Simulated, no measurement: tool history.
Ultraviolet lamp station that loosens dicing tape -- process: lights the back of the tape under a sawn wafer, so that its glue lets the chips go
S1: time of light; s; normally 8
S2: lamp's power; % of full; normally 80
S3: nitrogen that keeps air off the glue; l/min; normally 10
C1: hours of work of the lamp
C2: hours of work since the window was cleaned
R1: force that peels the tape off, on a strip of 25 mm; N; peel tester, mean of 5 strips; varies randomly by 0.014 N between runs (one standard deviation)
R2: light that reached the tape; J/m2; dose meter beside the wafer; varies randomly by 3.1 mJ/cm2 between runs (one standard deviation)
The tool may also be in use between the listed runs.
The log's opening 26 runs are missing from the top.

run   hour  S1  S2  S3   C1   C2     R1    R2
 27  574.7   8  76  10   61   58  0.819  4240
 28  600.7   8  76  10   77   74  0.850  4220
 29  618.6   8  85  10   88   85  0.689  4690
 30  644.3   8  85  10  104  101  0.701  4670
 31  660.7   9  90  11  115  111  0.433  5480
 32  677.6   9  90  11  125  122  0.428  5460
 33  693.7  12  82  11  135  132  0.259  6560
 34  720.4  12  82  11  152  149  0.265  6450
 35  748.9  12  82  11  170  166  0.283  6400
 36  762.7  10  85   6  178  175  0.663  5440
 37  784.7   6  77  13  192  189  1.551  2930
 38  799.1  11  86  18  201  198  0.250  5930
 39  812.2  11  86  18  209  206  0.258  5930
 40  833.5   6  71  16  223  219  1.696  2660
 41  859.3   5  83  12  239  236  2.087  2560
 42  883.6  12  83  12  254  251  0.321  6010
 43  909.6   8  64  14  270  267  1.388  3030
 44  934.3   8  94   4  286  282  1.455  4360

Alternative continuations, all from the tool just after run 44; predict every row:
  A  956.7   8  76   4  300  296   ?   ?
  B  956.7   8  94   6  300  296   ?   ?
  C  956.7   6  62   8  300  296   ?   ?

run     R1    R2
  A  2.055  3500
  B  1.123  4390
  C  3.026  2170
With no hidden state in the tool, these same runs would have given:
run     R1    R2
  A  1.327  4510
  B  0.628  5640
  C  2.148  2790
